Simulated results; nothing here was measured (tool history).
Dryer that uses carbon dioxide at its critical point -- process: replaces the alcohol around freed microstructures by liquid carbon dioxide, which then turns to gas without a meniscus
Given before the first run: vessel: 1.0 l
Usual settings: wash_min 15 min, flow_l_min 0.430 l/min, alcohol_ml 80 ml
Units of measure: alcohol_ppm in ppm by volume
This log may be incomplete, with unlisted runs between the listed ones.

{"run": 1, "hour": 0.0, "wash_min": 15, "flow_l_min": 0.43, "alcohol_ml": 80, "alcohol_ppm": 693}
{"run": 2, "hour": 38.8, "wash_min": 15, "flow_l_min": 0.43, "alcohol_ml": 80, "alcohol_ppm": 715}
{"hour": 78.6, "done": "inlet filter changed"}
{"run": 3, "hour": 94.1, "wash_min": 15, "flow_l_min": 0.43, "alcohol_ml": 74, "alcohol_ppm": 495}
{"run": 4, "hour": 151.4, "wash_min": 15, "flow_l_min": 0.43, "alcohol_ml": 86, "alcohol_ppm": 575}
{"run": 5, "hour": 210.0, "wash_min": 15, "flow_l_min": 0.43, "alcohol_ml": 80, "alcohol_ppm": 553}
{"run": 6, "hour": 252.7, "wash_min": 15, "flow_l_min": 0.43, "alcohol_ml": 80, "alcohol_ppm": 539}
{"run": 7, "hour": 299.2, "wash_min": 15, "flow_l_min": 0.43, "alcohol_ml": 80, "alcohol_ppm": 577}
{"run": 8, "hour": 327.8, "wash_min": 15, "flow_l_min": 0.411, "alcohol_ml": 80, "alcohol_ppm": 716}
{"run": 9, "hour": 385.0, "wash_min": 15, "flow_l_min": 0.411, "alcohol_ml": 80, "alcohol_ppm": 749}
{"run": 10, "hour": 419.1, "wash_min": 12, "flow_l_min": 0.411, "alcohol_ml": 80, "alcohol_ppm": 1869}
{"run": 11, "hour": 473.3, "wash_min": 23, "flow_l_min": 0.43, "alcohol_ml": 80, "alcohol_ppm": 65}
{"run": 12, "hour": 531.7, "wash_min": 23, "flow_l_min": 0.43, "alcohol_ml": 80, "alcohol_ppm": 78}
{"run": 13, "hour": 583.6, "wash_min": 15, "flow_l_min": 0.43, "alcohol_ml": 80, "alcohol_ppm": 645}
{"run": 14, "hour": 640.8, "wash_min": 15, "flow_l_min": 0.43, "alcohol_ml": 80, "alcohol_ppm": 628}
{"run": 15, "hour": 693.1, "wash_min": 15, "flow_l_min": 0.43, "alcohol_ml": 80, "alcohol_ppm": 657}
{"run": 16, "hour": 724.4, "wash_min": 15, "flow_l_min": 0.393, "alcohol_ml": 80, "alcohol_ppm": 994}
{"run": 17, "hour": 764.3, "wash_min": 15, "flow_l_min": 0.393, "alcohol_ml": 80, "alcohol_ppm": 1007}
{"run": 18, "hour": 813.8, "wash_min": 15, "flow_l_min": 0.43, "alcohol_ml": 80, "alcohol_ppm": 689}
{"run": 19, "hour": 858.4, "wash_min": 15, "flow_l_min": 0.43, "alcohol_ml": 80, "alcohol_ppm": 681}
{"run": 20, "hour": 908.2, "wash_min": 15, "flow_l_min": 0.43, "alcohol_ml": 80, "alcohol_ppm": 692}
{"run": 21, "hour": 942.7, "wash_min": 15, "flow_l_min": 0.43, "alcohol_ml": 80, "alcohol_ppm": 719}
{"run": 22, "hour": 1002.0, "wash_min": 15, "flow_l_min": 0.43, "alcohol_ml": 100, "alcohol_ppm": 915}
{"run": 23, "hour": 1054.0, "wash_min": 20, "flow_l_min": 0.43, "alcohol_ml": 100, "alcohol_ppm": 234}
{"hour": 1064.9, "done": "inlet filter changed"}
{"run": 24, "hour": 1107.8, "wash_min": 11, "flow_l_min": 0.522, "alcohol_ml": 71, "alcohol_ppm": 760}
{"run": 25, "hour": 1150.5, "wash_min": 15, "flow_l_min": 0.278, "alcohol_ml": 80, "alcohol_ppm": 3360}
{"run": 26, "hour": 1186.1, "wash_min": 15, "flow_l_min": 0.428, "alcohol_ml": 80, "alcohol_ppm": 583}
{"run": 27, "hour": 1213.8, "wash_min": 9, "flow_l_min": 0.314, "alcohol_ml": 75, "alcohol_ppm": 8682}
{"run": 28, "hour": 1254.8, "wash_min": 9, "flow_l_min": 0.58, "alcohol_ml": 75, "alcohol_ppm": 1210}
{"run": 29, "hour": 1289.7, "wash_min": 10, "flow_l_min": 0.404, "alcohol_ml": 25, "alcohol_ppm": 1148}
{"run": 30, "hour": 1340.7, "wash_min": 10, "flow_l_min": 0.404, "alcohol_ml": 25, "alcohol_ppm": 1152}
{"run": 31, "hour": 1368.4, "wash_min": 10, "flow_l_min": 0.404, "alcohol_ml": 25, "alcohol_ppm": 1182}
{"run": 32, "hour": 1423.1, "wash_min": 11, "flow_l_min": 0.603, "alcohol_ml": 25, "alcohol_ppm": 183}
{"run": 33, "hour": 1467.0, "wash_min": 11, "flow_l_min": 0.603, "alcohol_ml": 25, "alcohol_ppm": 182}
{"run": 34, "hour": 1511.7, "wash_min": 15, "flow_l_min": 0.421, "alcohol_ml": 64, "alcohol_ppm": 575}
{"run": 35, "hour": 1539.0, "wash_min": 24, "flow_l_min": 0.525, "alcohol_ml": 79, "alcohol_ppm": 74}
{"run": 36, "hour": 1564.6, "wash_min": 15, "flow_l_min": 0.516, "alcohol_ml": 80, "alcohol_ppm": 258}
{"run": 37, "hour": 1621.6, "wash_min": 12, "flow_l_min": 0.369, "alcohol_ml": 80, "alcohol_ppm": 2939}
{"run": 38, "hour": 1646.4, "wash_min": 23, "flow_l_min": 0.332, "alcohol_ml": 80, "alcohol_ppm": 343}
{"run": 39, "hour": 1673.3, "wash_min": 23, "flow_l_min": 0.332, "alcohol_ml": 80, "alcohol_ppm": 348}
{"run": 40, "hour": 1702.2, "wash_min": 23, "flow_l_min": 0.669, "alcohol_ml": 80, "alcohol_ppm": 67}
{"run": 41, "hour": 1754.0, "wash_min": 13, "flow_l_min": 0.622, "alcohol_ml": 20, "alcohol_ppm": 100}
{"run": 42, "hour": 1779.3, "wash_min": 13, "flow_l_min": 0.622, "alcohol_ml": 20, "alcohol_ppm": 102}
{"run": 43, "hour": 1824.9, "wash_min": 9, "flow_l_min": 0.43, "alcohol_ml": 90, "alcohol_ppm": 5047}
{"run": 44, "hour": 1876.7, "wash_min": 11, "flow_l_min": 0.267, "alcohol_ml": 33, "alcohol_ppm": 3967}
{"run": 45, "hour": 1913.6, "wash_min": 11, "flow_l_min": 0.267, "alcohol_ml": 33, "alcohol_ppm": 4087}
{"run": 46, "hour": 1953.8, "wash_min": 16, "flow_l_min": 0.569, "alcohol_ml": 80, "alcohol_ppm": 144}

Forecast each of these 4 alternatives for the next run:
{"run": "A", "hour": 2002.7, "wash_min": 17, "flow_l_min": 0.569, "alcohol_ml": 80, "alcohol_ppm": "?"}
{"run": "B", "hour": 2002.7, "wash_min": 12, "flow_l_min": 0.299, "alcohol_ml": 29, "alcohol_ppm": "?"}
{"run": "C", "hour": 2002.7, "wash_min": 13, "flow_l_min": 0.266, "alcohol_ml": 80, "alcohol_ppm": "?"}
{"run": "D", "hour": 2002.7, "wash_min": 10, "flow_l_min": 0.296, "alcohol_ml": 45, "alcohol_ppm": "?"}

run=A alcohol_ppm=131
run=B alcohol_ppm=2249
run=C alcohol_ppm=6683
run=D alcohol_ppm=5380
Stripped of hidden state, with their random variation kept, the same runs would have yielded:
run=A alcohol_ppm=43
run=B alcohol_ppm=1817
run=C alcohol_ppm=5549
run=D alcohol_ppm=4564
